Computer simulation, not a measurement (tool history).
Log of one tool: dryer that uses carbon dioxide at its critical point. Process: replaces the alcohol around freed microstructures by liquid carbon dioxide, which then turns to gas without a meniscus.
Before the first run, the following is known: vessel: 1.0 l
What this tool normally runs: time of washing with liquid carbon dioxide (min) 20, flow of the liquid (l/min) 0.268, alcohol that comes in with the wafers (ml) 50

run	hour	time of washing with liquid carbon dioxide (min)	flow of the liquid (l/min)	alcohol that comes in with the wafers (ml)	alcohol left in the vessel before it's heated (ppm by volume)
1	0	20	0.268	50	797
2	7.4	20	0.222	50	1604
3	14.9	20	0.222	50	1612
4	21.9	20	0.222	50	1633
5	29.6	20	0.222	50	1666
6	35.2	20	0.222	50	1660
7	43.7	14	0.268	50	2865
8	51.7	14	0.268	50	2865
9	60.6	14	0.268	42	2441
10	69.8	14	0.268	42	2403
11	80.8	14	0.268	42	2456
12	88.8	14	0.268	42	2428
13	96.3	14	0.268	42	2451
14	101.9	14	0.268	42	2473
15	108.6	20	0.268	31	557
16	115.2	20	0.268	31	568
17	126.8	20	0.268	50	929
18	135.9	20	0.268	26	484
19	148.8	20	0.268	50	942
20	158.4	20	0.268	50	952
21	169.7	20	0.268	50	936
22	180.9	20	0.268	50	946
# hour 191.6: inlet filter changed
23	193.2	20	0.268	50	592
24	205.2	18	0.268	60	1106
25	214	21	0.177	50	2311
26	219.7	16	0.172	23	2337
27	227.5	16	0.172	23	2361
28	234.8	26	0.43	117	21
29	243.3	26	0.43	117	31
30	249.3	19	0.377	101	324
31	255.5	22	0.183	101	3620
32	261.1	20	0.204	50	1739
33	269.4	23	0.178	50	1735
34	279.7	23	0.178	50	1739
35	287.3	14	0.188	108	12586
36	293.1	22	0.209	50	1209
37	304.5	22	0.209	50	1178
38	312.5	20	0.187	97	4624
39	321	31	0.268	37	68
40	326.6	31	0.268	37	70
41	332.2	31	0.268	37	62
42	344.5	16	0.341	70	938
43	354.2	16	0.341	70	946
44	366.4	20	0.325	50	303
45	376.1	17	0.207	29	1681
46	387.1	17	0.207	29	1779

Pick out some run-to-run changes in alcohol left in the vessel before it's heated (ppm by volume). Of each, how much would a tool without hidden state show as well, from the settings, what came in and chance, and how much is left for the hidden state and any gauge scatter not in both results compared?
The tool's hidden condition here consists of: flow that reaches the vessel past the clogged filter, %; alcohol in the recycled carbon dioxide, ppm; drift of the gauge itself on alcohol_ppm, %.
Run 14 -> 15: time of washing with liquid carbon dioxide (min) 14 -> 20, alcohol that comes in with the wafers (ml) 42 -> 31. alcohol left in the vessel before it's heated (ppm by volume) -1916: hidden state -438, all else -1478.
Run 34 -> 35: time of washing with liquid carbon dioxide (min) 23 -> 14, flow of the liquid (l/min) 0.178 -> 0.188, alcohol that comes in with the wafers (ml) 50 -> 108. alcohol left in the vessel before it's heated (ppm by volume) +10847: hidden state +524, all else +10323.
Run 35 -> 36: time of washing with liquid carbon dioxide (min) 14 -> 22, flow of the liquid (l/min) 0.188 -> 0.209, alcohol that comes in with the wafers (ml) 108 -> 50. alcohol left in the vessel before it's heated (ppm by volume) -11377: hidden state -542, all else -10835.
Run 38 -> 39: time of washing with liquid carbon dioxide (min) 20 -> 31, flow of the liquid (l/min) 0.187 -> 0.268, alcohol that comes in with the wafers (ml) 97 -> 37. alcohol left in the vessel before it's heated (ppm by volume) -4556: hidden state -399, all else -4157.
